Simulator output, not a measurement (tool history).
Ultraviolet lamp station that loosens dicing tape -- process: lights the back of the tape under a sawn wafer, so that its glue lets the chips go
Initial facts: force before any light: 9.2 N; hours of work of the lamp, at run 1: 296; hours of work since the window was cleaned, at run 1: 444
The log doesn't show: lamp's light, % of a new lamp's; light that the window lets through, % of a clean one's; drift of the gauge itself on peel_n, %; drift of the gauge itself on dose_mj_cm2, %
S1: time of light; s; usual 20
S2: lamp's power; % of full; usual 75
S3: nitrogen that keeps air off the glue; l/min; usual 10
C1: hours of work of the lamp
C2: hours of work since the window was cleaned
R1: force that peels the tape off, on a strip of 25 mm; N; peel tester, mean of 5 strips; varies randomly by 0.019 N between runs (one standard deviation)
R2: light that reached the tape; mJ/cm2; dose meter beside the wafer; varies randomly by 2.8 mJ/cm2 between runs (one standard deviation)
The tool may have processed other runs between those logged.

{"run": 1, "day": 0.0, "S1": 20, "S2": 75, "S3": 10, "C1": 296, "C2": 444, "R1": 1.32, "R2": 312}
{"run": 2, "day": 1.092, "S1": 20, "S2": 75, "S3": 6, "C1": 307, "C2": 455, "R1": 1.956, "R2": 309}
{"run": 3, "day": 2.054, "S1": 20, "S2": 75, "S3": 10, "C1": 317, "C2": 465, "R1": 1.368, "R2": 308}
{"run": 4, "day": 3.342, "S1": 20, "S2": 75, "S3": 10, "C1": 330, "C2": 478, "R1": 1.369, "R2": 297}
{"run": 5, "day": 4.117, "S1": 20, "S2": 75, "S3": 10, "C1": 338, "C2": 486, "R1": 1.378, "R2": 304}
{"run": 6, "day": 4.846, "S1": 20, "S2": 75, "S3": 10, "C1": 345, "C2": 493, "R1": 1.414, "R2": 303}
{"run": 7, "day": 5.542, "S1": 20, "S2": 75, "S3": 10, "C1": 352, "C2": 500, "R1": 1.38, "R2": 304}
{"run": 8, "day": 6.712, "S1": 20, "S2": 75, "S3": 10, "C1": 364, "C2": 512, "R1": 1.418, "R2": 296}
{"run": 9, "day": 7.733, "S1": 20, "S2": 75, "S3": 10, "C1": 375, "C2": 523, "R1": 1.425, "R2": 295}
{"run": 10, "day": 8.988, "S1": 20, "S2": 75, "S3": 10, "C1": 388, "C2": 536, "R1": 1.39, "R2": 291}
{"run": 11, "day": 9.754, "S1": 20, "S2": 75, "S3": 10, "C1": 395, "C2": 544, "R1": 1.464, "R2": 290}
{"run": 12, "day": 10.662, "S1": 20, "S2": 75, "S3": 10, "C1": 405, "C2": 553, "R1": 1.475, "R2": 292}
{"run": 13, "day": 11.842, "S1": 20, "S2": 99, "S3": 13, "C1": 417, "C2": 565, "R1": 0.761, "R2": 382}
{"run": 14, "day": 12.771, "S1": 20, "S2": 93, "S3": 4, "C1": 426, "C2": 574, "R1": 1.934, "R2": 361}
{"run": 15, "day": 13.992, "S1": 18, "S2": 83, "S3": 10, "C1": 439, "C2": 587, "R1": 1.558, "R2": 282}
{"run": 16, "day": 15.338, "S1": 13, "S2": 97, "S3": 13, "C1": 452, "C2": 601, "R1": 1.739, "R2": 239}
{"day": 15.838, "done": "window cleaned of glue's vapour"}
{"run": 17, "day": 16.125, "S1": 22, "S2": 75, "S3": 8, "C1": 460, "C2": 3, "R1": 1.369, "R2": 339}
{"run": 18, "day": 16.75, "S1": 22, "S2": 75, "S3": 8, "C1": 467, "C2": 9, "R1": 1.325, "R2": 341}
{"run": 19, "day": 17.483, "S1": 29, "S2": 75, "S3": 10, "C1": 474, "C2": 17, "R1": 0.716, "R2": 444}
{"run": 20, "day": 18.688, "S1": 15, "S2": 63, "S3": 10, "C1": 487, "C2": 29, "R1": 2.778, "R2": 190}
{"run": 21, "day": 19.962, "S1": 34, "S2": 86, "S3": 9, "C1": 500, "C2": 42, "R1": 0.439, "R2": 590}
{"run": 22, "day": 20.771, "S1": 15, "S2": 61, "S3": 8, "C1": 508, "C2": 50, "R1": 3.181, "R2": 179}
{"run": 23, "day": 21.783, "S1": 15, "S2": 61, "S3": 8, "C1": 518, "C2": 61, "R1": 3.031, "R2": 183}
{"run": 24, "day": 23.075, "S1": 15, "S2": 61, "S3": 8, "C1": 531, "C2": 74, "R1": 3.086, "R2": 182}

4 ways to go on from here, each from the tool as it stands after run 24. What would each give?
{"run": "A", "day": 23.696, "S1": 20, "S2": 61, "S3": 4, "C1": 538, "C2": 80, "R1": "?", "R2": "?"}
{"run": "B", "day": 23.696, "S1": 20, "S2": 75, "S3": 5, "C1": 538, "C2": 80, "R1": "?", "R2": "?"}
{"run": "C", "day": 23.696, "S1": 11, "S2": 75, "S3": 3, "C1": 538, "C2": 80, "R1": "?", "R2": "?"}
{"run": "D", "day": 23.696, "S1": 33, "S2": 69, "S3": 6, "C1": 538, "C2": 80, "R1": "?", "R2": "?"}

run=A R1=3.274 R2=240
run=B R1=2.237 R2=296
run=C R1=4.885 R2=159
run=D R1=1.042 R2=450
Stripped of hidden state, with their random variation kept, the same runs would have yielded:
run=A R1=2.462 R2=308
run=B R1=1.546 R2=381
run=C R1=4.094 R2=205
run=D R1=0.644 R2=577
